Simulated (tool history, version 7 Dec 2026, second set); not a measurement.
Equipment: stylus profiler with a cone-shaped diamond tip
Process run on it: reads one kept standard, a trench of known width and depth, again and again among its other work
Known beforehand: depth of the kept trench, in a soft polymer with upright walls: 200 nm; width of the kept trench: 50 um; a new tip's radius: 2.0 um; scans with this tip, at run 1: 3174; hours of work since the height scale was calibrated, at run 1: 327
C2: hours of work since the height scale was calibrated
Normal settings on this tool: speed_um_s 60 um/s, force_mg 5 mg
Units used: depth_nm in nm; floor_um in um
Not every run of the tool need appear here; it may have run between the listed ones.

Run 1, hour 0: usual settings; scans with this tip 3174; C2 327. Result: depth_nm 201.77 nm, floor_um 47.84 um.
Run 2, hour 10.9: usual settings; scans with this tip 3232; C2 332. Result: depth_nm 201.8 nm, floor_um 47.87 um.
Run 3, hour 23: usual settings but force_mg 3.82 mg; scans with this tip 3296; C2 339. Result: depth_nm 201.46 nm, floor_um 47.82 um.
Run 4, hour 34.1: usual settings but force_mg 3.82 mg; scans with this tip 3355; C2 345. Result: depth_nm 201.57 nm, floor_um 47.85 um.
Run 5, hour 48.6: usual settings but force_mg 11.41 mg; scans with this tip 3432; C2 353. Result: depth_nm 203.27 nm, floor_um 47.93 um.
Run 6, hour 56.8: usual settings but force_mg 11.41 mg; scans with this tip 3475; C2 357. Result: depth_nm 203.21 nm, floor_um 47.99 um.
Run 7, hour 63.6: usual settings; scans with this tip 3511; C2 361. Result: depth_nm 201.85 nm, floor_um 47.81 um.
Run 8, hour 73.7: usual settings but speed_um_s 236 um/s; scans with this tip 3564; C2 367. Result: depth_nm 201.87 nm, floor_um 47.12 um.
Run 9, hour 82.7: usual settings but speed_um_s 236 um/s; scans with this tip 3612; C2 372. Result: depth_nm 201.76 nm, floor_um 47.13 um.
Run 10, hour 97.4: usual settings but force_mg 9.64 mg; scans with this tip 3690; C2 380. Result: depth_nm 202.95 nm, floor_um 47.97 um.
Run 11, hour 104.3: usual settings but force_mg 9.64 mg; scans with this tip 3726; C2 383. Result: depth_nm 202.86 nm, floor_um 47.96 um.
Run 12, hour 114.3: usual settings but force_mg 2.21 mg; scans with this tip 3779; C2 389. Result: depth_nm 201.04 nm, floor_um 47.71 um.
Run 13, hour 128.6: usual settings but force_mg 2.21 mg; scans with this tip 3855; C2 397. Result: depth_nm 200.74 nm, floor_um 47.72 um.
Run 14, hour 140.4: usual settings but force_mg 2.21 mg; scans with this tip 3918; C2 403. Result: depth_nm 200.94 nm, floor_um 47.66 um.
Run 15, hour 146.9: usual settings but force_mg 2.21 mg; scans with this tip 3952; C2 406. Result: depth_nm 200.9 nm, floor_um 47.69 um.
Run 16, hour 157.1: usual settings but force_mg 2.21 mg; scans with this tip 4006; C2 412. Result: depth_nm 200.91 nm, floor_um 47.78 um.
Run 17, hour 169.1: usual settings but force_mg 2.21 mg; scans with this tip 4069; C2 419. Result: depth_nm 200.9 nm, floor_um 47.74 um.
Run 18, hour 179.5: usual settings but force_mg 2.21 mg; scans with this tip 4125; C2 424. Result: depth_nm 200.93 nm, floor_um 47.72 um.
Run 19, hour 191.2: usual settings but force_mg 2.21 mg; scans with this tip 4187; C2 431. Result: depth_nm 200.88 nm, floor_um 47.68 um.
Run 20, hour 200.5: usual settings but force_mg 2.21 mg; scans with this tip 4236; C2 436. Result: depth_nm 201.08 nm, floor_um 47.75 um.
Run 21, hour 212.4: usual settings; scans with this tip 4299; C2 442. Result: depth_nm 201.64 nm, floor_um 47.81 um.
Run 22, hour 219.7: usual settings but force_mg 14.49 mg; scans with this tip 4337; C2 446. Result: depth_nm 203.75 nm, floor_um 47.94 um.
Run 23, hour 233: usual settings but force_mg 5.03 mg; scans with this tip 4408; C2 453. Result: depth_nm 201.67 nm, floor_um 47.8 um.
Run 24, hour 244.2: usual settings but force_mg 5.03 mg; scans with this tip 4467; C2 459. Result: depth_nm 201.7 nm, floor_um 47.9 um.
Run 25, hour 251.1: usual settings but speed_um_s 42 um/s, force_mg 11.34 mg; scans with this tip 4504; C2 463. Result: depth_nm 203.15 nm, floor_um 47.98 um.
Run 26, hour 258.6: usual settings but speed_um_s 102 um/s, force_mg 5.99 mg; scans with this tip 4543; C2 467. Result: depth_nm 202.04 nm, floor_um 47.72 um.
Run 27, hour 270.1: usual settings but speed_um_s 102 um/s, force_mg 5.99 mg; scans with this tip 4604; C2 474. Result: depth_nm 201.82 nm, floor_um 47.68 um.
Run 28, hour 278.1: usual settings but speed_um_s 102 um/s, force_mg 5.99 mg; scans with this tip 4646; C2 478. Result: depth_nm 202.01 nm, floor_um 47.67 um.
Run 29, hour 293.8: usual settings but speed_um_s 39 um/s, force_mg 8.2 mg; scans with this tip 4729; C2 486. Result: depth_nm 202.39 nm, floor_um 47.95 um.
Run 30, hour 309.2: usual settings but speed_um_s 15 um/s, force_mg 14.23 mg; scans with this tip 4811; C2 495. Result: depth_nm 203.73 nm, floor_um 47.98 um.
Run 31, hour 319.4: usual settings but speed_um_s 102 um/s, force_mg 5.56 mg; scans with this tip 4865; C2 500. Result: depth_nm 201.83 nm, floor_um 47.64 um.
Run 32, hour 332.1: usual settings but speed_um_s 127 um/s, force_mg 4.23 mg; scans with this tip 4932; C2 507. Result: depth_nm 201.62 nm, floor_um 47.48 um.
Run 33, hour 344.9: usual settings but force_mg 5.09 mg; scans with this tip 5000; C2 514. Result: depth_nm 201.67 nm, floor_um 47.87 um.
Run 34, hour 357.3: usual settings but force_mg 5.09 mg; scans with this tip 5066; C2 521. Result: depth_nm 201.74 nm, floor_um 47.78 um.
Run 35, hour 368.9: usual settings but force_mg 5.09 mg; scans with this tip 5127; C2 527. Result: depth_nm 201.84 nm, floor_um 47.79 um.
Run 36, hour 376.7: usual settings but force_mg 5.09 mg; scans with this tip 5169; C2 532. Result: depth_nm 201.88 nm, floor_um 47.78 um.
Run 37, hour 390.6: usual settings but speed_um_s 104 um/s, force_mg 6.54 mg; scans with this tip 5242; C2 539. Result: depth_nm 202.13 nm, floor_um 47.66 um.
Run 38, hour 401.4: usual settings but speed_um_s 33 um/s, force_mg 3.73 mg; scans with this tip 5299; C2 545. Result: depth_nm 201.31 nm, floor_um 47.93 um.
Run 39, hour 410.4: usual settings but speed_um_s 33 um/s, force_mg 3.73 mg; scans with this tip 5347; C2 550. Result: depth_nm 201.25 nm, floor_um 47.89 um.
Run 40, hour 417.8: usual settings but speed_um_s 97 um/s, force_mg 11.02 mg; scans with this tip 5386; C2 554. Result: depth_nm 203.03 nm, floor_um 47.72 um.
Run 41, hour 425: usual settings but speed_um_s 29 um/s, force_mg 2.16 mg; scans with this tip 5424; C2 558. Result: depth_nm 200.89 nm, floor_um 47.85 um.
Run 42, hour 437.3: usual settings but speed_um_s 21 um/s, force_mg 8.1 mg; scans with this tip 5489; C2 565. Result: depth_nm 202.54 nm, floor_um 47.94 um.
Run 43, hour 452.2: usual settings but speed_um_s 57 um/s, force_mg 11.27 mg; scans with this tip 5568; C2 573. Result: depth_nm 203.2 nm, floor_um 47.88 um.
Run 44, hour 461.4: usual settings but speed_um_s 37 um/s, force_mg 1.88 mg; scans with this tip 5617; C2 578. Result: depth_nm 200.57 nm, floor_um 47.79 um.
Run 45, hour 475.2: usual settings but speed_um_s 39 um/s, force_mg 5.87 mg; scans with this tip 5690; C2 585. Result: depth_nm 201.78 nm, floor_um 47.9 um.
Run 46, hour 487.9: usual settings but speed_um_s 73 um/s, force_mg 12.18 mg; scans with this tip 5757; C2 592. Result: depth_nm 203.36 nm, floor_um 47.86 um.
Run 47, hour 503.4: usual settings but speed_um_s 16 um/s, force_mg 4.03 mg; scans with this tip 5839; C2 601. Result: depth_nm 201.42 nm, floor_um 47.97 um.

Here are 3 independent what-if runs from the current tool condition. What would each one return?
Run A, hour 514.2: usual settings but speed_um_s 123 um/s, force_mg 2.43 mg; scans with this tip 5896; C2 607. Result: depth_nm ?, floor_um ?.
Run B, hour 514.2: usual settings but speed_um_s 90 um/s, force_mg 4.29 mg; scans with this tip 5896; C2 607. Result: depth_nm ?, floor_um ?.
Run C, hour 514.2: usual settings but speed_um_s 94 um/s, force_mg 4.34 mg; scans with this tip 5896; C2 607. Result: depth_nm ?, floor_um ?.

run  depth_nm  floor_um
  A    200.82     47.28
  B    201.62      47.6
  C    201.39     47.63
Without the tool's unlogged condition, the same runs would have read:
run  depth_nm  floor_um
  A    201.14     47.49
  B    201.95     47.82
  C    201.72     47.85

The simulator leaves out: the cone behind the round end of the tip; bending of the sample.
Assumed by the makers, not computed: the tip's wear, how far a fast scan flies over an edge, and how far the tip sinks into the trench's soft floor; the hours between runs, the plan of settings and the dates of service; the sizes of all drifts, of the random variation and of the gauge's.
